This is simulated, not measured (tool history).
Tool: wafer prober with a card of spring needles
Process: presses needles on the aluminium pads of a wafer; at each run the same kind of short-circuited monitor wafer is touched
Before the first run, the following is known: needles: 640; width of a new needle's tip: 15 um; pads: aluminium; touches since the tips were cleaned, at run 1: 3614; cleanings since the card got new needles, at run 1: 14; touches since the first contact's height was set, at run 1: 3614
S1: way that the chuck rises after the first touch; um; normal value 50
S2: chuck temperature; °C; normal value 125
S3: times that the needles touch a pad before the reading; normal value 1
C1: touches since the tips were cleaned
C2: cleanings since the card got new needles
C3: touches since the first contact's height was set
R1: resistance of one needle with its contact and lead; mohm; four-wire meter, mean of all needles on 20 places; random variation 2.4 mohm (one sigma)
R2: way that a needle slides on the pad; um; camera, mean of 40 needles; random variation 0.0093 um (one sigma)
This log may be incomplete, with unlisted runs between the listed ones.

run 1 day=0.000 | S1=50 S2=125 S3=1 | C1=3614 C2=14 C3=3614 | R1=325 R2=8.066
run 2 day=0.350 | S1=50 S2=125 S3=1 | C1=7897 C2=14 C3=7897 | R1=356 R2=8.084
-- day=0.392 tips cleaned on abrasive film
run 3 day=0.658 | S1=50 S2=125 S3=1 | C1=3231 C2=15 C3=11577 | R1=387 R2=8.080
-- day=1.050 tips cleaned on abrasive film
run 4 day=1.050 | S1=50 S2=125 S3=1 | C1=0 C2=16 C3=16344 | R1=277 R2=8.051
run 5 day=1.450 | S1=50 S2=125 S3=3 | C1=4877 C2=16 C3=21221 | R1=288 R2=8.074
-- day=1.717 tips cleaned on abrasive film
run 6 day=1.858 | S1=50 S2=125 S3=3 | C1=1728 C2=17 C3=26148 | R1=284 R2=8.049
run 7 day=2.192 | S1=50 S2=125 S3=3 | C1=5766 C2=17 C3=30186 | R1=298 R2=8.039
-- day=2.371 tips cleaned on abrasive film
run 8 day=2.371 | S1=39 S2=125 S3=1 | C1=0 C2=18 C3=32361 | R1=289 R2=6.264
-- day=2.425 tips cleaned on abrasive film, once more
run 9 day=2.762 | S1=50 S2=125 S3=1 | C1=4125 C2=19 C3=37080 | R1=332 R2=8.040
run 10 day=3.021 | S1=50 S2=105 S3=1 | C1=7281 C2=19 C3=40236 | R1=362 R2=8.037
-- day=3.096 tips cleaned on abrasive film
run 11 day=3.225 | S1=50 S2=83 S3=1 | C1=1571 C2=20 C3=42643 | R1=297 R2=8.009
run 12 day=3.612 | S1=50 S2=83 S3=1 | C1=6324 C2=20 C3=47396 | R1=357 R2=7.996
-- day=3.762 tips cleaned on abrasive film
run 13 day=3.917 | S1=33 S2=83 S3=1 | C1=1901 C2=21 C3=51048 | R1=366 R2=5.249
run 14 day=4.208 | S1=33 S2=83 S3=1 | C1=5442 C2=21 C3=54589 | R1=440 R2=5.240
run 15 day=4.404 | S1=50 S2=67 S3=1 | C1=7845 C2=21 C3=56992 | R1=359 R2=7.996
-- day=4.425 tips cleaned on abrasive film
run 16 day=4.617 | S1=50 S2=67 S3=1 | C1=2322 C2=22 C3=59548 | R1=303 R2=7.982
run 17 day=4.958 | S1=50 S2=67 S3=1 | C1=6464 C2=22 C3=63690 | R1=351 R2=7.984
-- day=5.112 tips cleaned on abrasive film
-- day=5.158 height of the first contact set anew
run 18 day=5.362 | S1=50 S2=67 S3=1 | C1=2892 C2=23 C3=2463 | R1=315 R2=8.067
run 19 day=5.658 | S1=50 S2=67 S3=1 | C1=6490 C2=23 C3=6061 | R1=347 R2=8.102
-- day=5.800 tips cleaned on abrasive film
run 20 day=5.892 | S1=46 S2=67 S3=1 | C1=1108 C2=24 C3=8864 | R1=294 R2=7.426
run 21 day=6.192 | S1=50 S2=25 S3=3 | C1=4802 C2=24 C3=12558 | R1=272 R2=8.064
run 22 day=6.404 | S1=50 S2=100 S3=2 | C1=7375 C2=24 C3=15131 | R1=322 R2=8.077
-- day=6.467 tips cleaned on abrasive film
run 23 day=6.721 | S1=50 S2=47 S3=2 | C1=3092 C2=25 C3=18923 | R1=294 R2=8.083
run 24 day=6.992 | S1=30 S2=29 S3=3 | C1=6408 C2=25 C3=22239 | R1=343 R2=4.816
-- day=7.142 tips cleaned on abrasive film
run 25 day=7.192 | S1=50 S2=48 S3=1 | C1=618 C2=26 C3=24622 | R1=274 R2=8.041
run 26 day=7.479 | S1=38 S2=32 S3=1 | C1=4121 C2=26 C3=28125 | R1=375 R2=6.104
run 27 day=7.692 | S1=38 S2=32 S3=1 | C1=6759 C2=26 C3=30763 | R1=413 R2=6.118
-- day=7.812 tips cleaned on abrasive film
run 28 day=8.075 | S1=50 S2=52 S3=3 | C1=3245 C2=27 C3=35390 | R1=274 R2=8.043
run 29 day=8.433 | S1=50 S2=63 S3=2 | C1=7583 C2=27 C3=39728 | R1=316 R2=8.030
-- day=8.475 tips cleaned on abrasive film
run 30 day=8.779 | S1=57 S2=125 S3=1 | C1=3704 C2=28 C3=43886 | R1=318 R2=9.153
run 31 day=9.112 | S1=32 S2=39 S3=1 | C1=7774 C2=28 C3=47956 | R1=487 R2=5.089
-- day=9.150 tips cleaned on abrasive film
run 32 day=9.512 | S1=38 S2=46 S3=1 | C1=4421 C2=29 C3=52815 | R1=375 R2=6.055
run 33 day=9.783 | S1=38 S2=46 S3=1 | C1=7718 C2=29 C3=56112 | R1=422 R2=6.076
-- day=9.821 tips cleaned on abrasive film
run 34 day=10.112 | S1=41 S2=109 S3=1 | C1=3563 C2=30 C3=60058 | R1=368 R2=6.523

Some steps in R1 between neighbouring runs. How much of each would the tool show without its hidden state too (settings, what came in, random variation), and how much is left for the hidden state, with any gauge scatter that isn't in both results?
Hidden state at play: debris on the tips, nm; way that the needles fall short of the set height, um; tips' diameter, um; drift of the gauge itself on contact_mohm, %; drift of the gauge itself on scrub_um, %.
Run 3 -> 4: tips cleaned on abrasive film. R1 -110 mohm: hidden state -110, all else +0.
Run 27 -> 28: S1 38 -> 50, S2 32 -> 52, S3 1 -> 3, tips cleaned on abrasive film. R1 -139 mohm: hidden state -140, all else +1.
Run 30 -> 31: S1 57 -> 32, S2 125 -> 39. R1 +169 mohm: hidden state +185, all else -16.
Run 31 -> 32: S1 32 -> 38, S2 39 -> 46, tips cleaned on abrasive film. R1 -112 mohm: hidden state -110, all else -2.

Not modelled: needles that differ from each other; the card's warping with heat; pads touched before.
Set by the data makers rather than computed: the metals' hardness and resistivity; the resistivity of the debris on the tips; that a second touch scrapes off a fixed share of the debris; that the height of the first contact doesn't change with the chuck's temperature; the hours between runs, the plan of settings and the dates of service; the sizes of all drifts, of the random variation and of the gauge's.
